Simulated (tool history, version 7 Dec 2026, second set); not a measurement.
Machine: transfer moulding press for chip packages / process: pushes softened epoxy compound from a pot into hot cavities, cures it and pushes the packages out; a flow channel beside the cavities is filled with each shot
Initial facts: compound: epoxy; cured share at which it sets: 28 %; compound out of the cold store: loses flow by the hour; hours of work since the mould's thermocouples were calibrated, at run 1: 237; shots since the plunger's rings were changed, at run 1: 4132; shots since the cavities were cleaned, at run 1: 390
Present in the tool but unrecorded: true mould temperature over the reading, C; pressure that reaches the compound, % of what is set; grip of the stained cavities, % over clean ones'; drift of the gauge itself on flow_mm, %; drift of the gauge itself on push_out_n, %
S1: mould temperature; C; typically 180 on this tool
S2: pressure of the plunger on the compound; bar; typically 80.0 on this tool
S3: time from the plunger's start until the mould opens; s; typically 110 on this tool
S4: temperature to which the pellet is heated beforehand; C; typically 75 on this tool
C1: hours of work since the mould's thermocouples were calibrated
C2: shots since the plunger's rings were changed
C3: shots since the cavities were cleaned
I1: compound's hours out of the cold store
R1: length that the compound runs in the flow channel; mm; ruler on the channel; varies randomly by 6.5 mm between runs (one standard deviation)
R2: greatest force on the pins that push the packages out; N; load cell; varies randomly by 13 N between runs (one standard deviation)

| run | hour | S1 | S2 | S3 | S4 | C1 | C2 | C3 | I1 | R1 | R2 |
|---|---|---|---|---|---|---|---|---|---|---|---|
| 1 | 0.0 | 180 | 80.0 | 110 | 75 | 237 | 4132 | 390 | 32.0 | 660 | 879 |
| 2 | 12.6 | 180 | 80.0 | 110 | 75 | 243 | 4215 | 473 | 37.2 | 651 | 900 |
| 3 | 22.5 | 180 | 80.0 | 110 | 75 | 247 | 4280 | 538 | 17.0 | 685 | 959 |
|  | 31.5 | plunger's sealing rings changed |
| 4 | 34.8 | 180 | 80.0 | 110 | 75 | 251 | 22 | 603 | 34.8 | 731 | 908 |
| 5 | 45.0 | 180 | 80.0 | 110 | 75 | 255 | 89 | 670 | 27.0 | 745 | 959 |
| 6 | 57.6 | 180 | 80.0 | 110 | 75 | 260 | 172 | 753 | 39.8 | 731 | 981 |
| 7 | 67.0 | 180 | 80.0 | 110 | 74 | 264 | 234 | 815 | 28.4 | 737 | 991 |
| 8 | 73.9 | 180 | 80.0 | 110 | 74 | 267 | 280 | 861 | 31.4 | 728 | 1017 |
|  | 79.7 | cavities cleaned with cleaning compound and waxed |
| 9 | 89.1 | 180 | 80.0 | 110 | 74 | 273 | 370 | 61 | 40.3 | 726 | 1185 |
| 10 | 103.2 | 180 | 80.0 | 110 | 75 | 279 | 464 | 155 | 25.6 | 729 | 1199 |
| 11 | 111.3 | 180 | 80.0 | 110 | 75 | 282 | 517 | 208 | 12.6 | 762 | 1226 |
| 12 | 117.2 | 180 | 80.0 | 110 | 75 | 285 | 556 | 247 | 33.7 | 722 | 1180 |
| 13 | 124.6 | 180 | 74.3 | 110 | 75 | 288 | 605 | 296 | 32.7 | 703 | 1197 |
| 14 | 138.6 | 180 | 80.0 | 93 | 75 | 293 | 697 | 388 | 18.5 | 743 | 1793 |
| 15 | 147.5 | 180 | 80.0 | 93 | 75 | 297 | 756 | 447 | 43.3 | 697 | 1639 |
| 16 | 157.3 | 179 | 79.1 | 103 | 77 | 301 | 821 | 512 | 31.9 | 724 | 1444 |
|  | 167.5 | cavities cleaned with cleaning compound and waxed, once more |
| 17 | 168.3 | 179 | 79.1 | 103 | 77 | 305 | 883 | 5 | 16.7 | 747 | 784 |
| 18 | 179.6 | 179 | 79.1 | 103 | 77 | 310 | 958 | 80 | 47.7 | 694 | 775 |
| 19 | 190.1 | 185 | 85.8 | 94 | 77 | 314 | 1028 | 150 | 26.6 | 727 | 653 |
| 20 | 196.3 | 182 | 66.6 | 94 | 70 | 317 | 1068 | 190 | 17.9 | 661 | 915 |
| 21 | 208.8 | 182 | 66.6 | 126 | 67 | 322 | 1151 | 273 | 9.9 | 683 | 626 |
| 22 | 219.5 | 188 | 83.0 | 104 | 68 | 327 | 1222 | 344 | 29.4 | 713 | 629 |
| 23 | 233.6 | 188 | 83.0 | 92 | 73 | 333 | 1315 | 437 | 9.4 | 728 | 778 |
| 24 | 245.2 | 178 | 79.1 | 114 | 67 | 337 | 1391 | 513 | 22.6 | 722 | 962 |
| 25 | 251.9 | 184 | 77.2 | 132 | 75 | 340 | 1435 | 557 | 11.8 | 708 | 704 |
| 26 | 264.7 | 180 | 80.0 | 116 | 80 | 346 | 1520 | 642 | 15.8 | 734 | 879 |
| 27 | 272.6 | 185 | 80.0 | 110 | 75 | 349 | 1572 | 694 | 27.3 | 699 | 791 |
| 28 | 286.3 | 185 | 80.0 | 110 | 75 | 355 | 1663 | 785 | 45.2 | 665 | 806 |
| 29 | 293.7 | 183 | 66.4 | 110 | 75 | 358 | 1712 | 834 | 14.2 | 647 | 855 |

How would selected steps in R1 from run to run divide? Give the signed amount a tool lacking its hidden state would still show from settings, what came in and random variation, and the signed amount left for the hidden state, including any gauge scatter that is not in both of the compared results.
Run 2 -> 3: settings left as they were, no log entry in between. R1 +34 mm: hidden state -4, all else +38.
Run 3 -> 4: plunger's sealing rings changed. R1 +46 mm: hidden state +66, all else -20.
Run 17 -> 18: settings left as they were, no log entry in between. R1 -53 mm: hidden state +0, all else -53.
Run 19 -> 20: S1 185 -> 182, S2 85.8 -> 66.6, S4 77 -> 70. R1 -66 mm: hidden state +0, all else -66.
